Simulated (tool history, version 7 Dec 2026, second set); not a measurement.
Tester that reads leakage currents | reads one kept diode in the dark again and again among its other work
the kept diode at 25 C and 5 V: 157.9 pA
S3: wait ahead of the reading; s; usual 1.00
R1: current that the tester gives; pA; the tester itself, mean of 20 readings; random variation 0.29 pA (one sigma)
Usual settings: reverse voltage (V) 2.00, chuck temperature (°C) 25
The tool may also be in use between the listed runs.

Run 1, hour 0.0: usual settings. Result: R1 95.95 pA.
Run 2, hour 137.5: usual settings. Result: R1 94.03 pA.
Run 3, hour 280.0: usual settings but chuck temperature (°C) 32. Result: R1 154.14 pA.
Run 4, hour 402.4: usual settings but reverse voltage (V) 2.61. Result: R1 105.17 pA.
Run 5, hour 502.5: usual settings but reverse voltage (V) 16.18. Result: R1 283.39 pA.
Run 6, hour 575.0: usual settings but reverse voltage (V) 16.18. Result: R1 281.88 pA.
Run 7, hour 658.3: usual settings but reverse voltage (V) 16.18. Result: R1 278.56 pA.
Run 8, hour 754.6: usual settings but reverse voltage (V) 16.18. Result: R1 274.61 pA.
Run 9, hour 841.4: usual settings but reverse voltage (V) 16.18. Result: R1 273.71 pA.
Run 10, hour 982.1: usual settings but reverse voltage (V) 16.18. Result: R1 266.92 pA.
Run 11, hour 1046.0: usual settings but chuck temperature (°C) 46. Result: R1 368.88 pA.
At hour 1095.6: chuck's temperature calibrated.
Run 12, hour 1175.7: usual settings. Result: R1 94.55 pA.
Run 13, hour 1307.7: usual settings. Result: R1 93.27 pA.
Run 14, hour 1438.3: usual settings but chuck temperature (°C) 22. Result: R1 72.99 pA.
Run 15, hour 1507.5: usual settings but chuck temperature (°C) 22. Result: R1 72.51 pA.
Run 16, hour 1586.7: usual settings but reverse voltage (V) 3.68. Result: R1 126.18 pA.
Run 17, hour 1661.3: usual settings but reverse voltage (V) 17.95. Result: R1 300.81 pA.
Run 18, hour 1729.0: usual settings but reverse voltage (V) 1.65. Result: R1 79.39 pA.
Run 19, hour 1796.5: usual settings. Result: R1 87.40 pA.
Run 20, hour 1925.8: usual settings but chuck temperature (°C) 40. Result: R1 252.77 pA.
Run 21, hour 2026.4: usual settings but reverse voltage (V) 15.33, chuck temperature (°C) 54, S3 0.38 s. Result: R1 1912.32 pA.
Run 22, hour 2146.8: usual settings but chuck temperature (°C) 37, S3 0.62 s. Result: R1 199.60 pA.
At hour 2258.5: chuck's temperature calibrated.
Run 23, hour 2280.2: usual settings but chuck temperature (°C) 32. Result: R1 162.08 pA.
Run 24, hour 2388.0: usual settings but chuck temperature (°C) 32. Result: R1 159.95 pA.
Run 25, hour 2476.7: usual settings but reverse voltage (V) 13.94, chuck temperature (°C) 40, S3 0.64 s. Result: R1 798.06 pA.
Run 26, hour 2584.7: usual settings but reverse voltage (V) 13.94, chuck temperature (°C) 40, S3 0.64 s. Result: R1 792.13 pA.
Run 27, hour 2722.8: usual settings but reverse voltage (V) 13.94, chuck temperature (°C) 40, S3 0.64 s. Result: R1 780.15 pA.
Run 28, hour 2845.8: usual settings but reverse voltage (V) 13.94, chuck temperature (°C) 40, S3 0.64 s. Result: R1 765.85 pA.
Run 29, hour 2983.3: usual settings but reverse voltage (V) 13.94, chuck temperature (°C) 40, S3 0.64 s. Result: R1 753.35 pA.
Run 30, hour 3077.5: usual settings but reverse voltage (V) 2.06, S3 1.58 s. Result: R1 88.43 pA.
Run 31, hour 3147.7: usual settings but reverse voltage (V) 5.62, chuck temperature (°C) 46, S3 2.27 s. Result: R1 664.46 pA.
Run 32, hour 3218.0: usual settings but reverse voltage (V) 1.48, chuck temperature (°C) 28. Result: R1 90.36 pA.
Run 33, hour 3289.7: usual settings but reverse voltage (V) 7.47, chuck temperature (°C) 46, S3 0.71 s. Result: R1 761.78 pA.
At hour 3423.6: chuck's temperature calibrated.
Run 34, hour 3427.8: usual settings but reverse voltage (V) 1.95, chuck temperature (°C) 43. Result: R1 345.44 pA.
Run 35, hour 3493.1: usual settings but reverse voltage (V) 5.68, chuck temperature (°C) 20, S3 0.93 s. Result: R1 120.41 pA.
Run 36, hour 3557.4: usual settings but reverse voltage (V) 3.12, chuck temperature (°C) 22, S3 3.89 s. Result: R1 98.49 pA.
Run 37, hour 3702.4: usual settings but reverse voltage (V) 3.18, chuck temperature (°C) 59, S3 7.29 s. Result: R1 1196.26 pA.
Run 38, hour 3785.9: usual settings but reverse voltage (V) 3.73, chuck temperature (°C) 59, S3 7.29 s. Result: R1 1294.12 pA.
Run 39, hour 3861.6: usual settings but reverse voltage (V) 2.59, S3 0.70 s. Result: R1 106.60 pA.

The same runs without the tool's hidden state, with the same run-to-run variation:
The hidden state here: stray current of the dirty probe card, pA a volt; current scale over the true one, %; true chuck temperature over the reading, C; drift of the gauge itself on leakage_pa, %.
run       R1
  1    95.99
  2    95.90
  3   159.88
  4   111.07
  5   302.80
  6   303.80
  7   303.35
  8   302.60
  9   304.71
 10   302.86
 11   416.40
 12    95.38
 13    95.76
 14    76.32
 15    76.48
 16   134.33
 17   321.67
 18    86.22
 19    95.63
 20   278.68
 21  2112.19
 22   226.84
 23   160.12
 24   160.36
 25   807.07
 26   811.30
 27   812.11
 28   810.22
 29   810.69
 30    97.32
 31   729.58
 32   101.32
 33   849.94
 34   338.13
 35   117.48
 36    97.40
 37  1208.77
 38  1321.20
 39   110.33
